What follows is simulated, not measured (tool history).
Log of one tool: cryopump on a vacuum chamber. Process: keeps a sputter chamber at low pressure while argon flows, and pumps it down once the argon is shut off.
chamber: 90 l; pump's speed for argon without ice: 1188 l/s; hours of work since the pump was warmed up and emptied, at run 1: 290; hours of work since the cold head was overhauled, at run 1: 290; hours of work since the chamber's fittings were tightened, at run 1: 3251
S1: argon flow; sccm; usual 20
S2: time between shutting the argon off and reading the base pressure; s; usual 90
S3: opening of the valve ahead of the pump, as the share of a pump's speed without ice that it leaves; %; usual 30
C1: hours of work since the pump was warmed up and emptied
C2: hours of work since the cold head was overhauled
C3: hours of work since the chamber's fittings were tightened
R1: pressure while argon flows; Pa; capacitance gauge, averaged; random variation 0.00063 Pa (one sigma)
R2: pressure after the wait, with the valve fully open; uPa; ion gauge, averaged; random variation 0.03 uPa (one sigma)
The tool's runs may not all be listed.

run 1 day=0 | S1=20 S2=90 S3=30 | C1=290 C2=290 C3=3251 | R1=0.0978 R2=2.17
run 2 day=0.842 | S1=20 S2=90 S3=30 | C1=308 C2=308 C3=3269 | R1=0.0976 R2=2.25
run 3 day=1.346 | S1=20 S2=90 S3=30 | C1=319 C2=319 C3=3279 | R1=0.0983 R2=2.23
run 4 day=2.471 | S1=20 S2=90 S3=30 | C1=342 C2=342 C3=3303 | R1=0.0974 R2=2.22
run 5 day=3.321 | S1=20 S2=90 S3=30 | C1=360 C2=360 C3=3321 | R1=0.0979 R2=2.22
run 6 day=3.829 | S1=20 S2=90 S3=30 | C1=371 C2=371 C3=3332 | R1=0.097 R2=2.25
run 7 day=5.067 | S1=20 S2=90 S3=30 | C1=397 C2=397 C3=3358 | R1=0.0984 R2=2.25
run 8 day=5.917 | S1=20 S2=90 S3=30 | C1=415 C2=415 C3=3376 | R1=0.0995 R2=2.27
-- day=6.479 leaking fittings of the chamber tightened, without venting
run 9 day=7.162 | S1=20 S2=90 S3=30 | C1=440 C2=440 C3=14 | R1=0.0989 R2=1.63
run 10 day=7.729 | S1=20 S2=90 S3=30 | C1=452 C2=452 C3=26 | R1=0.0984 R2=1.5
run 11 day=8.412 | S1=20 S2=90 S3=30 | C1=466 C2=466 C3=41 | R1=0.0995 R2=1.6
run 12 day=9.517 | S1=20 S2=90 S3=30 | C1=489 C2=489 C3=64 | R1=0.1004 R2=1.62
run 13 day=10.521 | S1=20 S2=90 S3=30 | C1=511 C2=511 C3=85 | R1=0.1014 R2=1.61
run 14 day=11.092 | S1=20 S2=90 S3=30 | C1=523 C2=523 C3=97 | R1=0.0993 R2=1.61
run 15 day=12.108 | S1=20 S2=90 S3=30 | C1=544 C2=544 C3=119 | R1=0.1003 R2=1.6
run 16 day=12.646 | S1=20 S2=90 S3=30 | C1=555 C2=555 C3=130 | R1=0.1006 R2=1.63
run 17 day=13.208 | S1=20 S2=90 S3=30 | C1=567 C2=567 C3=142 | R1=0.0999 R2=1.6
run 18 day=14.138 | S1=20 S2=47 S3=30 | C1=587 C2=587 C3=162 | R1=0.1016 R2=2.76
run 19 day=15.325 | S1=18 S2=52 S3=57 | C1=612 C2=612 C3=187 | R1=0.0503 R2=2.5
run 20 day=16.496 | S1=18 S2=52 S3=57 | C1=637 C2=637 C3=211 | R1=0.0501 R2=2.54
run 21 day=17.446 | S1=31 S2=27 S3=58 | C1=657 C2=657 C3=231 | R1=0.0867 R2=4.66
run 22 day=18.208 | S1=20 S2=123 S3=15 | C1=673 C2=673 C3=248 | R1=0.1959 R2=1.29
run 23 day=19.383 | S1=9 S2=101 S3=28 | C1=698 C2=698 C3=272 | R1=0.0494 R2=1.53
run 24 day=20.492 | S1=31 S2=42 S3=38 | C1=721 C2=721 C3=296 | R1=0.1281 R2=3.02
run 25 day=21.175 | S1=16 S2=42 S3=28 | C1=735 C2=735 C3=310 | R1=0.0879 R2=3.11
run 26 day=21.688 | S1=16 S2=202 S3=20 | C1=746 C2=746 C3=321 | R1=0.121 R2=1.03
run 27 day=22.5 | S1=26 S2=48 S3=44 | C1=763 C2=763 C3=338 | R1=0.0947 R2=2.79
run 28 day=23.212 | S1=26 S2=48 S3=44 | C1=778 C2=778 C3=353 | R1=0.0949 R2=2.83
run 29 day=24.383 | S1=34 S2=96 S3=44 | C1=803 C2=803 C3=378 | R1=0.1244 R2=1.62
run 30 day=25.321 | S1=26 S2=157 S3=24 | C1=823 C2=823 C3=398 | R1=0.1652 R2=1.18
run 31 day=26.246 | S1=26 S2=157 S3=24 | C1=842 C2=842 C3=417 | R1=0.1657 R2=1.19
run 32 day=27.25 | S1=13 S2=106 S3=23 | C1=864 C2=864 C3=438 | R1=0.0874 R2=1.56
run 33 day=28.125 | S1=13 S2=106 S3=23 | C1=882 C2=882 C3=457 | R1=0.0857 R2=1.52
run 34 day=28.708 | S1=37 S2=91 S3=27 | C1=894 C2=894 C3=469 | R1=0.2129 R2=1.73

The same runs without the tool's hidden state, with the same run-to-run variation:
The hidden state here: pump's speed, % of a pump's without ice; cold plate's temperature, K; leak into the chamber, uPa l/s; drift of the gauge itself on working_pa, %; drift of the gauge itself on base_upa, %.
run=1 R1=0.0951 R2=1.47
run=2 R1=0.0947 R2=1.53
run=3 R1=0.0954 R2=1.52
run=4 R1=0.0942 R2=1.49
run=5 R1=0.0945 R2=1.48
run=6 R1=0.0935 R2=1.51
run=7 R1=0.0946 R2=1.5
run=8 R1=0.0956 R2=1.5
run=9 R1=0.0947 R2=1.53
run=10 R1=0.094 R2=1.41
run=11 R1=0.095 R2=1.49
run=12 R1=0.0956 R2=1.51
run=13 R1=0.0964 R2=1.49
run=14 R1=0.0942 R2=1.48
run=15 R1=0.0949 R2=1.47
run=16 R1=0.095 R2=1.5
run=17 R1=0.0942 R2=1.46
run=18 R1=0.0957 R2=2.61
run=19 R1=0.0447 R2=2.35
run=20 R1=0.0443 R2=2.38
run=21 R1=0.0762 R2=4.48
run=22 R1=0.189 R2=1.12
run=23 R1=0.0461 R2=1.34
run=24 R1=0.1163 R2=2.83
run=25 R1=0.0817 R2=2.9
run=26 R1=0.1146 R2=0.83
run=27 R1=0.0842 R2=2.58
run=28 R1=0.0842 R2=2.61
run=29 R1=0.1098 R2=1.39
run=30 R1=0.1537 R2=0.95
run=31 R1=0.1538 R2=0.95
run=32 R1=0.0812 R2=1.3
run=33 R1=0.0794 R2=1.27
run=34 R1=0.1947 R2=1.46
